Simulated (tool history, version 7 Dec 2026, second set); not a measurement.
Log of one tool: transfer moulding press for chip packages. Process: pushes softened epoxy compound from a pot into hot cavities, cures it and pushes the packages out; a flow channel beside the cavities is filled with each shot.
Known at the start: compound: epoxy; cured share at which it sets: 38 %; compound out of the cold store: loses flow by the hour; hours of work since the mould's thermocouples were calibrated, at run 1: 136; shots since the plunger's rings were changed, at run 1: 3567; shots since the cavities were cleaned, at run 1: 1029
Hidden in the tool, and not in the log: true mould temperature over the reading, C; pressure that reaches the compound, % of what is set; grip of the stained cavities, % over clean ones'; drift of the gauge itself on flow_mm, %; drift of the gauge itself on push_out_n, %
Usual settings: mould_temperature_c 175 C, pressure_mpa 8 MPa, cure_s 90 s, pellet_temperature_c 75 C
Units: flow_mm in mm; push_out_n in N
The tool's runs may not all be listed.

run    day  mould_temperature_c  pressure_mpa  cure_s  pellet_temperature_c  hours of work since the mould's thermocouples were calibrated  shots since the plunger's rings were changed  shots since the cavities were cleaned  incoming compound's hours out of the cold store  flow_mm  push_out_n
  1      0                  175             8      90                    75                                                            136                                          3567                                   1029                                             36.4      671         499
  2  0.421                  175             8      77                    75                                                            143                                          3704                                   1166                                               13      752         769
      0.55  -- cavities cleaned with cleaning compound and waxed
  3  0.888                  175             8      77                    75                                                            150                                          3834                                    109                                               34      681         427
  4  1.121                  180             8      90                    75                                                            155                                          3909                                    184                                               20      710         271
  5  1.329                  179             8      90                    75                                                            158                                          3977                                    252                                             21.4      714         293
  6  1.525                  179             8      90                    75                                                            162                                          4039                                    314                                             34.7      666         304
  7  1.792                  179             8      90                    75                                                            167                                          4125                                    400                                             40.8      646         312
  8  2.046                  179             8      90                    75                                                            171                                          4208                                    483                                             31.1      678         330
  9  2.379                  175          9.68      90                    75                                                            177                                          4316                                    591                                             25.9      775         435
 10  2.583                  175          9.68      90                    75                                                            181                                          4382                                    657                                             32.5      743         445
 11  2.888                  175          9.68      90                    75                                                            186                                          4480                                    755                                             39.2      725         465
 12  3.175                  175          9.68      90                    75                                                            191                                          4573                                    848                                             46.2      702         448
 13  3.529                  175          9.68      90                    75                                                            197                                          4687                                    962                                             27.9      768         481
 14  3.842                  175             8      90                    75                                                            203                                          4789                                   1064                                             41.9      648         483
 15  4.154                  175          9.42      90                    75                                                            209                                          4889                                   1164                                             17.2      791         529
     4.308  -- cavities cleaned with cleaning compound and waxed
 16  4.508                  170             8      90                    84                                                            214                                          4983                                     64                                             47.9      641         360
 17  4.683                  170             8      90                    84                                                            217                                          5040                                    121                                             41.3      657         403
 18  4.992                  170             8      90                    84                                                            222                                          5140                                    221                                             44.4      652         432
     5.358  -- plunger's sealing rings changed
 19  5.367                  175          9.47      75                    78                                                            227                                             2                                    308                                             17.9      815         573
 20   5.65                  178          9.47     115                    78                                                            232                                            94                                    400                                             26.9      772         281
 21    5.9                  175             8     114                    75                                                            237                                           175                                    481                                             30.2      708         307
 22  6.192                  175             8     114                    75                                                            242                                           269                                    575                                             31.5      701         318
 23  6.438                  174             8     104                    75                                                            246                                           348                                    654                                             40.9      671         348
 24    6.8                  171             8     111                    75                                                            253                                           466                                    772                                              8.8      793         421
 25  7.062                  181          6.34     111                    75                                                            257                                           550                                    856                                             44.1      578         313
 26  7.446                  181          6.34     111                    75                                                            264                                           674                                    980                                             32.3      605         359
 27  7.662                  170          6.34     111                    75                                                            268                                           745                                   1051                                               46      591         441
     8.158  -- cavities cleaned with cleaning compound and waxed
 28  8.158                  170          6.34     111                    75                                                            276                                           884                                      0                                             14.5      693         253

5 ways to go on from here, each from the tool as it stands after run 28. What would each give?
  A  8.458                  170             8      90                    75                                                            281                                           981                                     97                                             30.3        ?           ?
  B  8.458                  170          6.34      91                    77                                                            281                                           981                                     97                                             35.3        ?           ?
  C  8.458                  175          7.59      90                    75                                                            281                                           981                                     97                                               41        ?           ?
  D  8.458                  179             8      90                    75                                                            281                                           981                                     97                                             35.6        ?           ?
  E  8.458                  171          6.34     111                    75                                                            281                                           981                                     97                                             28.5        ?           ?

run  flow_mm  push_out_n
  A      722         418
  B      624         393
  C      648         300
  D      675         246
  E      640         281
Without the tool's hidden state the same runs would have given:
run  flow_mm  push_out_n
  A      729         337
  B      630         316
  C      653         244
  D      681         203
  E      646         231
